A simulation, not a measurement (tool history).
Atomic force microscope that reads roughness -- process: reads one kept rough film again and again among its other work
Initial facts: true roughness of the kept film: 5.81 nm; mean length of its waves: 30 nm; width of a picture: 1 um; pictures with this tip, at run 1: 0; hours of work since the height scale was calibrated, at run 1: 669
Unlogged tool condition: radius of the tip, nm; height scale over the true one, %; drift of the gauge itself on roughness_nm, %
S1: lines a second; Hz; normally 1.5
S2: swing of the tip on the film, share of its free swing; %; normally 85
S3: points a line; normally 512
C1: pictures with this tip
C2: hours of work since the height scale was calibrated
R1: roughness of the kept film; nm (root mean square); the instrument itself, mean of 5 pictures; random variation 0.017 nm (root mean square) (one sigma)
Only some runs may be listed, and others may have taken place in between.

| run | hour | S1 | S2 | S3 | C1 | C2 | R1 |
|---|---|---|---|---|---|---|---|
| 1 | 0 | 1.5 | 85 | 512 | 0 | 669 | 4.244 |
| 2 | 19 | 1.5 | 85 | 415 | 28 | 683 | 4.099 |
| 3 | 33.2 | 1.5 | 85 | 512 | 50 | 694 | 3.97 |
| 4 | 66.4 | 1.5 | 85 | 512 | 100 | 718 | 3.801 |
| 5 | 91.5 | 0.61 | 85 | 512 | 139 | 737 | 3.967 |
| 6 | 110.3 | 0.73 | 85 | 512 | 167 | 751 | 3.797 |
| 7 | 135.8 | 1.5 | 85 | 986 | 206 | 770 | 3.422 |
| 8 | 160.9 | 1.5 | 85 | 986 | 244 | 789 | 3.283 |
| 9 | 192 | 1.5 | 85 | 284 | 291 | 812 | 3.123 |
| 10 | 207.2 | 2.91 | 85 | 512 | 314 | 823 | 2.748 |
| 11 | 239.2 | 2.91 | 85 | 512 | 363 | 847 | 2.633 |
|  | 248.7 | new tip fitted |
| 12 | 269.9 | 1.5 | 85 | 512 | 32 | 869 | 4.078 |
| 13 | 284.2 | 1.5 | 85 | 512 | 54 | 880 | 4.011 |
| 14 | 300.1 | 1.5 | 85 | 512 | 78 | 891 | 3.932 |
| 15 | 325.3 | 1.5 | 85 | 512 | 116 | 910 | 3.732 |
| 16 | 344.7 | 1.5 | 85 | 512 | 146 | 925 | 3.616 |
| 17 | 371.3 | 1.5 | 85 | 857 | 186 | 944 | 3.51 |
| 18 | 402.9 | 1.5 | 85 | 857 | 234 | 968 | 3.308 |
| 19 | 433.9 | 1.5 | 85 | 857 | 281 | 991 | 3.189 |
| 20 | 456.4 | 1.5 | 85 | 857 | 316 | 1007 | 3.085 |
| 21 | 484.2 | 0.72 | 85 | 512 | 358 | 1028 | 3.18 |
|  | 497.9 | new tip fitted |
| 22 | 507.8 | 0.72 | 61 | 512 | 15 | 1045 | 4.765 |
| 23 | 526 | 0.72 | 61 | 512 | 43 | 1059 | 4.602 |
| 24 | 559.1 | 0.72 | 61 | 512 | 93 | 1083 | 4.326 |
|  | 562.1 | height scale calibrated on a step standard |
| 25 | 574.7 | 1.24 | 85 | 512 | 115 | 9 | 3.822 |
| 26 | 597.7 | 1.24 | 85 | 512 | 150 | 26 | 3.735 |
| 27 | 617.6 | 1.5 | 85 | 851 | 180 | 41 | 3.495 |
| 28 | 639.7 | 0.52 | 85 | 438 | 214 | 58 | 3.735 |
| 29 | 659.5 | 1.77 | 88 | 651 | 244 | 72 | 3.165 |
|  | 682.5 | height scale calibrated on a step standard, once more |
| 30 | 683.9 | 1.77 | 88 | 651 | 280 | 1 | 3.016 |
| 31 | 701.8 | 1.77 | 88 | 651 | 307 | 14 | 2.947 |
| 32 | 727.8 | 1.77 | 88 | 651 | 347 | 34 | 2.859 |
| 33 | 741.4 | 1.77 | 88 | 651 | 367 | 44 | 2.813 |
|  | 748.9 | new tip fitted |
| 34 | 758.8 | 1 | 88 | 651 | 15 | 56 | 4.287 |
| 35 | 776.4 | 0.65 | 88 | 651 | 42 | 69 | 4.274 |
| 36 | 790.1 | 2.29 | 88 | 575 | 62 | 79 | 3.595 |
| 37 | 816.2 | 1.5 | 68 | 638 | 102 | 99 | 4.118 |
| 38 | 831.3 | 1.5 | 57 | 589 | 125 | 110 | 4.142 |
| 39 | 855.2 | 0.61 | 85 | 512 | 161 | 128 | 3.853 |
| 40 | 876.2 | 1.5 | 79 | 632 | 193 | 143 | 3.538 |
| 41 | 892.2 | 2.27 | 88 | 734 | 218 | 155 | 3.087 |
| 42 | 916.1 | 2.27 | 88 | 734 | 254 | 173 | 2.949 |
| 43 | 944.8 | 0.65 | 85 | 433 | 298 | 194 | 3.393 |
| 44 | 973 | 0.65 | 85 | 433 | 341 | 215 | 3.252 |
|  | 997.3 | new tip fitted |
| 45 | 1006.9 | 0.86 | 66 | 433 | 14 | 240 | 4.578 |
| 46 | 1036.5 | 0.86 | 66 | 433 | 59 | 262 | 4.337 |
| 47 | 1055.4 | 1.4 | 58 | 660 | 88 | 276 | 4.217 |
| 48 | 1080.9 | 1.4 | 58 | 660 | 127 | 295 | 4.038 |
| 49 | 1103.5 | 2.68 | 87 | 452 | 161 | 312 | 3.078 |
| 50 | 1129.3 | 2.68 | 88 | 300 | 200 | 331 | 2.921 |
| 51 | 1162 | 1.44 | 58 | 365 | 250 | 355 | 3.585 |
| 52 | 1194.1 | 1.44 | 58 | 365 | 299 | 379 | 3.427 |
| 53 | 1221.6 | 1.44 | 58 | 365 | 341 | 399 | 3.276 |

4 ways to go on from here, each from the tool as it stands after run 53. What would each give?
|  | 1246.8 | new tip fitted |
| A | 1246.8 | 1.5 | 85 | 511 | 0 | 418 | ? |
|  | 1246.8 | new tip fitted |
| B | 1246.8 | 1.44 | 58 | 763 | 0 | 418 | ? |
|  | 1246.8 | new tip fitted |
| C | 1246.8 | 0.6 | 69 | 857 | 0 | 418 | ? |
|  | 1246.8 | new tip fitted |
| D | 1246.8 | 0.79 | 90 | 365 | 0 | 418 | ? |

| run | R1 |
|---|---|
| A | 4.286 |
| B | 4.801 |
| C | 4.78 |
| D | 4.446 |
With the hidden condition removed and each run's random variation left untouched, the same runs would have given:
| run | R1 |
|---|---|
| A | 4.285 |
| B | 4.8 |
| C | 4.778 |
| D | 4.444 |

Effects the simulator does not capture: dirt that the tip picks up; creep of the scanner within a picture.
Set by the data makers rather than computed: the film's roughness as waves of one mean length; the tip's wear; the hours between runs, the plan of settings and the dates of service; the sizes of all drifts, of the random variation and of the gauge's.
